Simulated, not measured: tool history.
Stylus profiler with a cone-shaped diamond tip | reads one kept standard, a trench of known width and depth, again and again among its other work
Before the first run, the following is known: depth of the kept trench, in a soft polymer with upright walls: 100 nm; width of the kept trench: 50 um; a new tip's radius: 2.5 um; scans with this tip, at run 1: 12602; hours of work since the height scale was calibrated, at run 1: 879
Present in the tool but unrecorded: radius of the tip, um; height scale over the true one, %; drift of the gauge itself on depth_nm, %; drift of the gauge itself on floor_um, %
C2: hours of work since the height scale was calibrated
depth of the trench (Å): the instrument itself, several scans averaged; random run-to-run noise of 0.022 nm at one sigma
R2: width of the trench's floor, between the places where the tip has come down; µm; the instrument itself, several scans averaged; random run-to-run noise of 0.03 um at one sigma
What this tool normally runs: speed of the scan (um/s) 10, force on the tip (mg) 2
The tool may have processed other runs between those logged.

run 1 hour=0 | speed_of_the_scan_(um/s)=10 force_on_the_tip_(mg)=2 | scans_with_this_tip=12602 C2=879 | depth_of_the_trench_(Å)=1009.6 R2=47.85
run 2 hour=15.6 | speed_of_the_scan_(um/s)=10 force_on_the_tip_(mg)=2 | scans_with_this_tip=12774 C2=891 | depth_of_the_trench_(Å)=1009.3 R2=47.86
run 3 hour=24.7 | speed_of_the_scan_(um/s)=3 force_on_the_tip_(mg)=2 | scans_with_this_tip=12875 C2=898 | depth_of_the_trench_(Å)=1009.2 R2=47.9
run 4 hour=42 | speed_of_the_scan_(um/s)=14 force_on_the_tip_(mg)=2 | scans_with_this_tip=13065 C2=911 | depth_of_the_trench_(Å)=1008.9 R2=47.77
run 5 hour=57.2 | speed_of_the_scan_(um/s)=10 force_on_the_tip_(mg)=2 | scans_with_this_tip=13233 C2=923 | depth_of_the_trench_(Å)=1009.5 R2=47.82
run 6 hour=67.6 | speed_of_the_scan_(um/s)=10 force_on_the_tip_(mg)=2 | scans_with_this_tip=13348 C2=931 | depth_of_the_trench_(Å)=1009.9 R2=47.77
run 7 hour=80.4 | speed_of_the_scan_(um/s)=10 force_on_the_tip_(mg)=4.96 | scans_with_this_tip=13490 C2=941 | depth_of_the_trench_(Å)=1015.5 R2=47.85
run 8 hour=91.9 | speed_of_the_scan_(um/s)=10 force_on_the_tip_(mg)=2 | scans_with_this_tip=13616 C2=950 | depth_of_the_trench_(Å)=1009.5 R2=47.74
run 9 hour=106.8 | speed_of_the_scan_(um/s)=10 force_on_the_tip_(mg)=2 | scans_with_this_tip=13781 C2=961 | depth_of_the_trench_(Å)=1009.3 R2=47.8
run 10 hour=124.3 | speed_of_the_scan_(um/s)=10 force_on_the_tip_(mg)=2 | scans_with_this_tip=13973 C2=974 | depth_of_the_trench_(Å)=1009.6 R2=47.81
run 11 hour=136 | speed_of_the_scan_(um/s)=38 force_on_the_tip_(mg)=3.91 | scans_with_this_tip=14103 C2=983 | depth_of_the_trench_(Å)=1013.5 R2=47.6
run 12 hour=143.4 | speed_of_the_scan_(um/s)=9 force_on_the_tip_(mg)=1.34 | scans_with_this_tip=14185 C2=989 | depth_of_the_trench_(Å)=1008.2 R2=47.79
run 13 hour=151.2 | speed_of_the_scan_(um/s)=15 force_on_the_tip_(mg)=2 | scans_with_this_tip=14270 C2=995 | depth_of_the_trench_(Å)=1009.5 R2=47.74
run 14 hour=169.6 | speed_of_the_scan_(um/s)=10 force_on_the_tip_(mg)=0.74 | scans_with_this_tip=14474 C2=1009 | depth_of_the_trench_(Å)=1006 R2=47.69
-- hour=176 new tip fitted, height scale calibrated
run 15 hour=185.1 | speed_of_the_scan_(um/s)=26 force_on_the_tip_(mg)=2.23 | scans_with_this_tip=102 C2=7 | depth_of_the_trench_(Å)=1008.1 R2=48.36
run 16 hour=201.4 | speed_of_the_scan_(um/s)=2 force_on_the_tip_(mg)=1.69 | scans_with_this_tip=281 C2=20 | depth_of_the_trench_(Å)=1006.9 R2=48.54
run 17 hour=210.3 | speed_of_the_scan_(um/s)=2 force_on_the_tip_(mg)=1.69 | scans_with_this_tip=380 C2=26 | depth_of_the_trench_(Å)=1006.5 R2=48.52
run 18 hour=217.9 | speed_of_the_scan_(um/s)=23 force_on_the_tip_(mg)=1.84 | scans_with_this_tip=463 C2=32 | depth_of_the_trench_(Å)=1007.2 R2=48.38
run 19 hour=226.3 | speed_of_the_scan_(um/s)=21 force_on_the_tip_(mg)=0.74 | scans_with_this_tip=556 C2=39 | depth_of_the_trench_(Å)=1004.5 R2=48.28

Here are 4 independent what-if runs from the current tool condition. What would each one return?
run A hour=241.1 | speed_of_the_scan_(um/s)=2 force_on_the_tip_(mg)=1.82 | scans_with_this_tip=719 C2=50 | depth_of_the_trench_(Å)=? R2=?
run B hour=241.1 | speed_of_the_scan_(um/s)=11 force_on_the_tip_(mg)=2 | scans_with_this_tip=719 C2=50 | depth_of_the_trench_(Å)=? R2=?
run C hour=241.1 | speed_of_the_scan_(um/s)=11 force_on_the_tip_(mg)=3.27 | scans_with_this_tip=719 C2=50 | depth_of_the_trench_(Å)=? R2=?
run D hour=241.1 | speed_of_the_scan_(um/s)=27 force_on_the_tip_(mg)=1.51 | scans_with_this_tip=719 C2=50 | depth_of_the_trench_(Å)=? R2=?

run=A depth_of_the_trench_(Å)=1006.9 R2=48.45
run=B depth_of_the_trench_(Å)=1007.8 R2=48.4
run=C depth_of_the_trench_(Å)=1010.9 R2=48.46
run=D depth_of_the_trench_(Å)=1006.5 R2=48.28
With no hidden state in the tool, these same runs would have given:
run=A depth_of_the_trench_(Å)=1006.3 R2=48.52
run=B depth_of_the_trench_(Å)=1007.2 R2=48.47
run=C depth_of_the_trench_(Å)=1010.3 R2=48.53
run=D depth_of_the_trench_(Å)=1005.9 R2=48.36
